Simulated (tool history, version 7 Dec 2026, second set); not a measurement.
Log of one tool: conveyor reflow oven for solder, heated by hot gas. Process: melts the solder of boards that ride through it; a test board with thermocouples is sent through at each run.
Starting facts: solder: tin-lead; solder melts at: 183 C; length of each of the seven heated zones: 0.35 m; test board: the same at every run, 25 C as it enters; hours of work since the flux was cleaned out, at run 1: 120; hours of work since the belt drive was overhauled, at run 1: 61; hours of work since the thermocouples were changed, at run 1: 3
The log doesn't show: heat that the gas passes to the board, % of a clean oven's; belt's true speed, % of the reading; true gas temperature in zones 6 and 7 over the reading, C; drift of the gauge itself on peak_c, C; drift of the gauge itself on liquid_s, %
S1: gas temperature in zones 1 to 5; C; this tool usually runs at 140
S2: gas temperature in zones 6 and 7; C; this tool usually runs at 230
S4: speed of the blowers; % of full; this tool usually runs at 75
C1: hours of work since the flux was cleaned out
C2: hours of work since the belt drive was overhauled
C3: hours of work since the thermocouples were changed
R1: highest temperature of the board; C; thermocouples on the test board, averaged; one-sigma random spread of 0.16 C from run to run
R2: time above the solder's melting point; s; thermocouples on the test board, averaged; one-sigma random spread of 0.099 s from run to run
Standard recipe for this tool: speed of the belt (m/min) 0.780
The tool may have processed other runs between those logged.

run 1 hour=0.0 | S1=140 S2=230 speed_of_the_belt_(m/min)=0.780 S4=75 | C1=120 C2=61 C3=3 | R1=217.3 R2=41.47
run 2 hour=51.0 | S1=140 S2=230 speed_of_the_belt_(m/min)=0.780 S4=75 | C1=153 C2=94 C3=36 | R1=217.1 R2=41.38
run 3 hour=117.4 | S1=140 S2=238 speed_of_the_belt_(m/min)=0.780 S4=75 | C1=195 C2=137 C3=79 | R1=223.7 R2=44.42
-- hour=185.5 flux residue cleaned out of gas plates and filters
run 4 hour=199.1 | S1=140 S2=238 speed_of_the_belt_(m/min)=0.780 S4=75 | C1=9 C2=186 C3=128 | R1=225.2 R2=45.61
run 5 hour=246.1 | S1=140 S2=230 speed_of_the_belt_(m/min)=0.826 S4=75 | C1=39 C2=217 C3=158 | R1=216.2 R2=38.70
run 6 hour=296.7 | S1=140 S2=230 speed_of_the_belt_(m/min)=0.780 S4=75 | C1=72 C2=249 C3=191 | R1=217.7 R2=41.89
run 7 hour=335.1 | S1=140 S2=230 speed_of_the_belt_(m/min)=0.780 S4=75 | C1=96 C2=274 C3=216 | R1=217.2 R2=42.04
run 8 hour=419.8 | S1=140 S2=230 speed_of_the_belt_(m/min)=0.780 S4=75 | C1=151 C2=329 C3=270 | R1=217.1 R2=41.60
run 9 hour=457.0 | S1=140 S2=230 speed_of_the_belt_(m/min)=0.682 S4=75 | C1=175 C2=353 C3=294 | R1=220.0 R2=49.96
run 10 hour=525.3 | S1=151 S2=230 speed_of_the_belt_(m/min)=0.682 S4=75 | C1=219 C2=397 C3=338 | R1=221.0 R2=53.57
-- hour=556.0 flux residue cleaned out of gas plates and filters
run 11 hour=583.9 | S1=151 S2=219 speed_of_the_belt_(m/min)=0.682 S4=75 | C1=18 C2=431 C3=373 | R1=211.7 R2=49.24
run 12 hour=629.0 | S1=148 S2=219 speed_of_the_belt_(m/min)=0.682 S4=75 | C1=47 C2=460 C3=402 | R1=211.3 R2=48.01
run 13 hour=713.8 | S1=148 S2=219 speed_of_the_belt_(m/min)=0.682 S4=75 | C1=102 C2=515 C3=456 | R1=210.7 R2=47.76
run 14 hour=751.4 | S1=147 S2=219 speed_of_the_belt_(m/min)=0.682 S4=75 | C1=126 C2=539 C3=481 | R1=210.6 R2=47.20
run 15 hour=835.3 | S1=147 S2=219 speed_of_the_belt_(m/min)=0.682 S4=75 | C1=180 C2=593 C3=535 | R1=210.0 R2=46.77
run 16 hour=882.8 | S1=147 S2=240 speed_of_the_belt_(m/min)=0.715 S4=75 | C1=211 C2=624 C3=565 | R1=228.1 R2=52.96
-- hour=925.7 flux residue cleaned out of gas plates and filters
run 17 hour=932.4 | S1=154 S2=240 speed_of_the_belt_(m/min)=0.652 S4=75 | C1=4 C2=652 C3=594 | R1=232.1 R2=61.91
-- hour=1018.5 thermocouples of zones 6 and 7 changed
run 18 hour=1018.9 | S1=148 S2=225 speed_of_the_belt_(m/min)=0.724 S4=52 | C1=59 C2=707 C3=0 | R1=212.9 R2=44.98
run 19 hour=1102.9 | S1=148 S2=225 speed_of_the_belt_(m/min)=0.724 S4=52 | C1=113 C2=761 C3=54 | R1=212.6 R2=44.61
run 20 hour=1146.3 | S1=126 S2=224 speed_of_the_belt_(m/min)=0.724 S4=53 | C1=141 C2=789 C3=82 | R1=208.2 R2=35.12
run 21 hour=1188.7 | S1=140 S2=221 speed_of_the_belt_(m/min)=0.812 S4=88 | C1=168 C2=816 C3=110 | R1=209.8 R2=36.39
run 22 hour=1235.0 | S1=154 S2=221 speed_of_the_belt_(m/min)=0.812 S4=75 | C1=198 C2=846 C3=139 | R1=210.4 R2=40.75
-- hour=1295.7 flux residue cleaned out of gas plates and filters
run 23 hour=1321.7 | S1=155 S2=234 speed_of_the_belt_(m/min)=0.745 S4=75 | C1=17 C2=899 C3=192 | R1=225.3 R2=52.29
run 24 hour=1396.9 | S1=155 S2=225 speed_of_the_belt_(m/min)=0.764 S4=79 | C1=65 C2=947 C3=241 | R1=216.7 R2=47.62
-- hour=1460.4 belt drive overhauled, speed set with a stopwatch
run 25 hour=1476.9 | S1=140 S2=230 speed_of_the_belt_(m/min)=0.662 S4=75 | C1=114 C2=11 C3=289 | R1=221.3 R2=52.08
run 26 hour=1552.5 | S1=140 S2=230 speed_of_the_belt_(m/min)=0.780 S4=58 | C1=163 C2=59 C3=338 | R1=214.2 R2=39.38
run 27 hour=1633.1 | S1=140 S2=236 speed_of_the_belt_(m/min)=0.780 S4=75 | C1=215 C2=111 C3=390 | R1=221.8 R2=43.55
-- hour=1668.0 flux residue cleaned out of gas plates and filters
run 28 hour=1708.4 | S1=140 S2=235 speed_of_the_belt_(m/min)=0.780 S4=82 | C1=26 C2=157 C3=435 | R1=223.2 R2=44.61
run 29 hour=1768.9 | S1=140 S2=235 speed_of_the_belt_(m/min)=0.780 S4=82 | C1=65 C2=195 C3=474 | R1=223.1 R2=44.37

Hidden state at the last listed run before each entry between runs and at the first one after, where it differs:
After run 3, before run 4: flux residue cleaned out of gas plates and filters (hour 185.5)
  heat that the gas passes to the board, % of a clean oven's: 91.8 -> 99.4; belt's true speed, % of the reading: 99.62 -> 99.56; true gas temperature in zones 6 and 7 over the reading, C: -0.47 -> -0.52
  measured result minus the result with no hidden state, R1: -2.2 -> -0.5 C; R2: -0.89 -> +0.00 s
After run 10, before run 11: flux residue cleaned out of gas plates and filters (hour 556.0)
  heat that the gas passes to the board, % of a clean oven's: 91.5 -> 98.3; belt's true speed, % of the reading: 99.32 -> 99.27; true gas temperature in zones 6 and 7 over the reading, C: -0.73 -> -0.77
  measured result minus the result with no hidden state, R1: -1.9 -> -0.8 C; R2: -0.62 -> -0.14 s
After run 16, before run 17: flux residue cleaned out of gas plates and filters (hour 925.7)
  heat that the gas passes to the board, % of a clean oven's: 91.1 -> 98.4; belt's true speed, % of the reading: 99.04 -> 99.01; true gas temperature in zones 6 and 7 over the reading, C: -0.97 -> -1
  measured result minus the result with no hidden state, R1: -2.3 -> -1.0 C; R2: -0.41 -> +0.31 s
After run 17, before run 18: thermocouples of zones 6 and 7 changed (hour 1018.5)
  heat that the gas passes to the board, % of a clean oven's: 98.4 -> 96.2; belt's true speed, % of the reading: 99.01 -> 98.94; true gas temperature in zones 6 and 7 over the reading, C: -1 -> 0.18
  measured result minus the result with no hidden state, R1: -1.0 -> -0.1 C; R2: +0.31 -> +0.31 s
After run 22, before run 23: flux residue cleaned out of gas plates and filters (hour 1295.7)
  heat that the gas passes to the board, % of a clean oven's: 90.9 -> 99.1; belt's true speed, % of the reading: 98.77 -> 98.7; true gas temperature in zones 6 and 7 over the reading, C: 0.04 -> -0.01
  measured result minus the result with no hidden state, R1: -1.2 -> +0.2 C; R2: -0.54 -> +0.73 s
After run 24, before run 25: belt drive overhauled, speed set with a stopwatch (hour 1460.4)
  heat that the gas passes to the board, % of a clean oven's: 97.2 -> 95.4; belt's true speed, % of the reading: 98.65 -> 100.05; true gas temperature in zones 6 and 7 over the reading, C: -0.06 -> -0.12
  measured result minus the result with no hidden state, R1: -0.2 -> -0.8 C; R2: +0.52 -> -0.61 s
After run 27, before run 28: flux residue cleaned out of gas plates and filters (hour 1668.0)
  heat that the gas passes to the board, % of a clean oven's: 91.6 -> 97.5; belt's true speed, % of the reading: 99.93 -> 99.87; true gas temperature in zones 6 and 7 over the reading, C: -0.22 -> -0.27
  measured result minus the result with no hidden state, R1: -2.1 -> -0.7 C; R2: -1.05 -> -0.30 s
